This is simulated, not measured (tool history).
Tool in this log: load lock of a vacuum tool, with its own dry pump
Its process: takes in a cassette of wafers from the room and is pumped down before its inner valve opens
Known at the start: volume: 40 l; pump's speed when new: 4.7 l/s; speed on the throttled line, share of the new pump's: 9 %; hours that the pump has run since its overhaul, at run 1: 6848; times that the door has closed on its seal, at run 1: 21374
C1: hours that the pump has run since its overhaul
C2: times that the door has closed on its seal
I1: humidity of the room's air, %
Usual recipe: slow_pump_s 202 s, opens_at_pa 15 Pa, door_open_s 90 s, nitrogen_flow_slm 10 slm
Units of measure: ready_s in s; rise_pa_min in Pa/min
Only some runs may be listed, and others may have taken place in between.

run 1 hour=0.0 | slow_pump_s=202 opens_at_pa=15 door_open_s=90 nitrogen_flow_slm=10 | C1=6848 C2=21374 | I1=46.0 | ready_s=273.4 rise_pa_min=0.137
run 2 hour=207.6 | slow_pump_s=202 opens_at_pa=15 door_open_s=90 nitrogen_flow_slm=10 | C1=7056 C2=21936 | I1=46.4 | ready_s=273.0 rise_pa_min=0.145
run 3 hour=501.1 | slow_pump_s=202 opens_at_pa=15 door_open_s=90 nitrogen_flow_slm=10 | C1=7349 C2=22730 | I1=47.3 | ready_s=271.7 rise_pa_min=0.144
run 4 hour=783.3 | slow_pump_s=202 opens_at_pa=15 door_open_s=90 nitrogen_flow_slm=10 | C1=7631 C2=23494 | I1=42.1 | ready_s=273.3 rise_pa_min=0.147
run 5 hour=945.4 | slow_pump_s=202 opens_at_pa=15 door_open_s=90 nitrogen_flow_slm=10 | C1=7793 C2=23933 | I1=45.9 | ready_s=272.5 rise_pa_min=0.143
run 6 hour=1085.1 | slow_pump_s=202 opens_at_pa=15 door_open_s=90 nitrogen_flow_slm=10 | C1=7933 C2=24311 | I1=45.5 | ready_s=273.2 rise_pa_min=0.159
run 7 hour=1360.7 | slow_pump_s=202 opens_at_pa=15 door_open_s=90 nitrogen_flow_slm=10 | C1=8209 C2=25057 | I1=44.5 | ready_s=272.2 rise_pa_min=0.156
run 8 hour=1511.0 | slow_pump_s=202 opens_at_pa=15 door_open_s=90 nitrogen_flow_slm=7 | C1=8359 C2=25464 | I1=45.2 | ready_s=274.1 rise_pa_min=0.167
run 9 hour=1708.9 | slow_pump_s=202 opens_at_pa=15 door_open_s=90 nitrogen_flow_slm=7 | C1=8557 C2=25999 | I1=42.6 | ready_s=275.8 rise_pa_min=0.167
run 10 hour=1876.4 | slow_pump_s=202 opens_at_pa=15 door_open_s=90 nitrogen_flow_slm=12 | C1=8724 C2=26453 | I1=45.8 | ready_s=274.7 rise_pa_min=0.159
run 11 hour=2017.9 | slow_pump_s=202 opens_at_pa=15 door_open_s=90 nitrogen_flow_slm=12 | C1=8866 C2=26836 | I1=45.6 | ready_s=276.0 rise_pa_min=0.164
run 12 hour=2246.6 | slow_pump_s=202 opens_at_pa=15 door_open_s=90 nitrogen_flow_slm=12 | C1=9095 C2=27455 | I1=46.6 | ready_s=278.4 rise_pa_min=0.171
run 13 hour=2382.3 | slow_pump_s=202 opens_at_pa=15 door_open_s=90 nitrogen_flow_slm=12 | C1=9230 C2=27822 | I1=45.6 | ready_s=274.6 rise_pa_min=0.174
run 14 hour=2556.8 | slow_pump_s=202 opens_at_pa=15 door_open_s=90 nitrogen_flow_slm=12 | C1=9405 C2=28294 | I1=43.7 | ready_s=277.4 rise_pa_min=0.178
run 15 hour=2792.9 | slow_pump_s=202 opens_at_pa=15 door_open_s=90 nitrogen_flow_slm=10 | C1=9641 C2=28933 | I1=45.8 | ready_s=275.5 rise_pa_min=0.183
run 16 hour=3007.4 | slow_pump_s=202 opens_at_pa=15 door_open_s=90 nitrogen_flow_slm=24 | C1=9855 C2=29514 | I1=44.9 | ready_s=277.7 rise_pa_min=0.171
run 17 hour=3211.6 | slow_pump_s=202 opens_at_pa=15 door_open_s=90 nitrogen_flow_slm=4 | C1=10060 C2=30067 | I1=44.2 | ready_s=279.2 rise_pa_min=0.201
run 18 hour=3351.6 | slow_pump_s=202 opens_at_pa=15 door_open_s=90 nitrogen_flow_slm=4 | C1=10200 C2=30446 | I1=42.8 | ready_s=278.5 rise_pa_min=0.198
run 19 hour=3635.4 | slow_pump_s=239 opens_at_pa=15 door_open_s=90 nitrogen_flow_slm=18 | C1=10483 C2=31214 | I1=42.6 | ready_s=316.0 rise_pa_min=0.192
run 20 hour=3761.4 | slow_pump_s=303 opens_at_pa=12 door_open_s=210 nitrogen_flow_slm=19 | C1=10609 C2=31555 | I1=43.9 | ready_s=370.7 rise_pa_min=0.227
run 21 hour=3929.8 | slow_pump_s=303 opens_at_pa=14 door_open_s=61 nitrogen_flow_slm=19 | C1=10778 C2=32011 | I1=42.9 | ready_s=369.0 rise_pa_min=0.186
-- hour=4105.4 dry pump taken out, an overhauled one fitted
run 22 hour=4180.0 | slow_pump_s=303 opens_at_pa=14 door_open_s=61 nitrogen_flow_slm=19 | C1=75 C2=32672 | I1=43.1 | ready_s=354.1 rise_pa_min=0.185
run 23 hour=4450.7 | slow_pump_s=303 opens_at_pa=14 door_open_s=61 nitrogen_flow_slm=19 | C1=345 C2=33405 | I1=44.9 | ready_s=356.1 rise_pa_min=0.202
run 24 hour=4730.7 | slow_pump_s=303 opens_at_pa=30 door_open_s=210 nitrogen_flow_slm=37 | C1=625 C2=34162 | I1=41.3 | ready_s=348.5 rise_pa_min=0.220
run 25 hour=4977.9 | slow_pump_s=316 opens_at_pa=15 door_open_s=210 nitrogen_flow_slm=7 | C1=873 C2=34832 | I1=46.6 | ready_s=367.7 rise_pa_min=0.288
run 26 hour=5149.5 | slow_pump_s=248 opens_at_pa=21 door_open_s=119 nitrogen_flow_slm=38 | C1=1044 C2=35296 | I1=42.4 | ready_s=302.5 rise_pa_min=0.211
run 27 hour=5411.9 | slow_pump_s=248 opens_at_pa=21 door_open_s=119 nitrogen_flow_slm=38 | C1=1307 C2=36006 | I1=44.4 | ready_s=301.0 rise_pa_min=0.223
run 28 hour=5557.4 | slow_pump_s=248 opens_at_pa=21 door_open_s=119 nitrogen_flow_slm=38 | C1=1452 C2=36400 | I1=45.8 | ready_s=302.9 rise_pa_min=0.222
run 29 hour=5720.6 | slow_pump_s=143 opens_at_pa=23 door_open_s=192 nitrogen_flow_slm=6 | C1=1615 C2=36842 | I1=47.5 | ready_s=205.6 rise_pa_min=0.303
run 30 hour=5870.8 | slow_pump_s=212 opens_at_pa=23 door_open_s=192 nitrogen_flow_slm=6 | C1=1765 C2=37249 | I1=45.7 | ready_s=266.9 rise_pa_min=0.300
run 31 hour=6043.4 | slow_pump_s=131 opens_at_pa=15 door_open_s=216 nitrogen_flow_slm=7 | C1=1938 C2=37716 | I1=47.2 | ready_s=199.1 rise_pa_min=0.319
run 32 hour=6281.5 | slow_pump_s=131 opens_at_pa=15 door_open_s=90 nitrogen_flow_slm=34 | C1=2176 C2=38360 | I1=42.4 | ready_s=200.0 rise_pa_min=0.233
run 33 hour=6413.5 | slow_pump_s=391 opens_at_pa=16 door_open_s=90 nitrogen_flow_slm=6 | C1=2308 C2=38717 | I1=46.3 | ready_s=434.7 rise_pa_min=0.268
run 34 hour=6568.8 | slow_pump_s=149 opens_at_pa=16 door_open_s=90 nitrogen_flow_slm=13 | C1=2463 C2=39138 | I1=42.7 | ready_s=216.6 rise_pa_min=0.260
run 35 hour=6789.4 | slow_pump_s=359 opens_at_pa=12 door_open_s=90 nitrogen_flow_slm=13 | C1=2684 C2=39735 | I1=47.4 | ready_s=406.8 rise_pa_min=0.265
run 36 hour=6969.9 | slow_pump_s=359 opens_at_pa=12 door_open_s=90 nitrogen_flow_slm=13 | C1=2865 C2=40224 | I1=45.5 | ready_s=410.2 rise_pa_min=0.262

Each row is a separate what-if for the run after 36, all from the same tool condition, not one after another. Results?
run A hour=7120.8 | slow_pump_s=359 opens_at_pa=17 door_open_s=90 nitrogen_flow_slm=13 | C1=3015 C2=40632 | I1=45.8 | ready_s=? rise_pa_min=?
run B hour=7120.8 | slow_pump_s=274 opens_at_pa=15 door_open_s=30 nitrogen_flow_slm=14 | C1=3015 C2=40632 | I1=47.7 | ready_s=? rise_pa_min=?
run C hour=7120.8 | slow_pump_s=202 opens_at_pa=16 door_open_s=90 nitrogen_flow_slm=10 | C1=3015 C2=40632 | I1=44.8 | ready_s=? rise_pa_min=?
run D hour=7120.8 | slow_pump_s=154 opens_at_pa=17 door_open_s=90 nitrogen_flow_slm=17 | C1=3015 C2=40632 | I1=40.9 | ready_s=? rise_pa_min=?
run E hour=7120.8 | slow_pump_s=187 opens_at_pa=12 door_open_s=90 nitrogen_flow_slm=13 | C1=3015 C2=40632 | I1=45.9 | ready_s=? rise_pa_min=?

run=A ready_s=407.4 rise_pa_min=0.273
run=B ready_s=332.4 rise_pa_min=0.247
run=C ready_s=264.5 rise_pa_min=0.278
run=D ready_s=221.2 rise_pa_min=0.260
run=E ready_s=250.2 rise_pa_min=0.267
Without the tool's unlogged condition, the same runs would have read:
run=A ready_s=404.0 rise_pa_min=0.049
run=B ready_s=328.2 rise_pa_min=0.025
run=C ready_s=260.0 rise_pa_min=0.053
run=D ready_s=216.2 rise_pa_min=0.037
run=E ready_s=245.4 rise_pa_min=0.045
